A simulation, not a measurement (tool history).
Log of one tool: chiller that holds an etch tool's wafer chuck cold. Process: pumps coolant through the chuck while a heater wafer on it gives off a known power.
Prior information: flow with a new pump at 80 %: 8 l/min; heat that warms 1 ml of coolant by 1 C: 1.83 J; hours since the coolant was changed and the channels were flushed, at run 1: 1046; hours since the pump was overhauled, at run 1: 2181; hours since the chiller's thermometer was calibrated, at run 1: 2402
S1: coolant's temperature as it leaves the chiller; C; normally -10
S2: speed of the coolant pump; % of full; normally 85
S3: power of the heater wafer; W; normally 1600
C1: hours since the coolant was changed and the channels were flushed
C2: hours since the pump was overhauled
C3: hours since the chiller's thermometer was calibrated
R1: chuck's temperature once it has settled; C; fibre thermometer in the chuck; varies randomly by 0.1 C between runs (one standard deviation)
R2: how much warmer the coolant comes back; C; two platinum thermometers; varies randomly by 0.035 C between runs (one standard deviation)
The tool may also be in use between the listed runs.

run 1 hour=0.0 | S1=-10 S2=85 S3=1600 | C1=1046 C2=2181 C3=2402 | R1=3.5 R2=6.47
run 2 hour=104.7 | S1=-10 S2=85 S3=1944 | C1=1150 C2=2286 C3=2507 | R1=6.3 R2=7.89
run 3 hour=199.3 | S1=-10 S2=85 S3=1600 | C1=1245 C2=2380 C3=2601 | R1=3.8 R2=6.48
-- hour=258.3 chiller's thermometer calibrated
run 4 hour=306.0 | S1=-7 S2=85 S3=1600 | C1=1351 C2=2486 C3=48 | R1=5.9 R2=6.48
run 5 hour=441.5 | S1=-7 S2=85 S3=1600 | C1=1486 C2=2622 C3=183 | R1=6.1 R2=6.58
run 6 hour=545.5 | S1=-7 S2=85 S3=1600 | C1=1590 C2=2726 C3=287 | R1=6.1 R2=6.53
run 7 hour=678.6 | S1=-10 S2=85 S3=2200 | C1=1723 C2=2859 C3=420 | R1=8.3 R2=9.05
run 8 hour=769.0 | S1=-10 S2=85 S3=1600 | C1=1814 C2=2949 C3=511 | R1=3.5 R2=6.57
run 9 hour=852.8 | S1=-10 S2=85 S3=1467 | C1=1897 C2=3033 C3=595 | R1=2.3 R2=6.04
run 10 hour=1001.8 | S1=-10 S2=88 S3=1600 | C1=2046 C2=3182 C3=744 | R1=3.2 R2=6.33
run 11 hour=1130.4 | S1=-10 S2=88 S3=1600 | C1=2175 C2=3311 C3=872 | R1=3.4 R2=6.43
run 12 hour=1274.0 | S1=-10 S2=88 S3=1600 | C1=2319 C2=3454 C3=1016 | R1=3.8 R2=6.42
run 13 hour=1402.7 | S1=-10 S2=88 S3=1600 | C1=2447 C2=3583 C3=1144 | R1=3.8 R2=6.32
run 14 hour=1516.3 | S1=-15 S2=73 S3=2205 | C1=2561 C2=3696 C3=1258 | R1=8.3 R2=10.95

Forecast run 15:
run 15 hour=1593.2 | S1=-12 S2=85 S3=1204 | C1=2638 C2=3773 C3=1335 | R1=? R2=?

{"run 15": {"R1": -1.1, "R2": 5.12}}
With the hidden condition absent and the run-to-run variation left alone, this run would have shown R1 -3.5 C, R2 4.67 C.
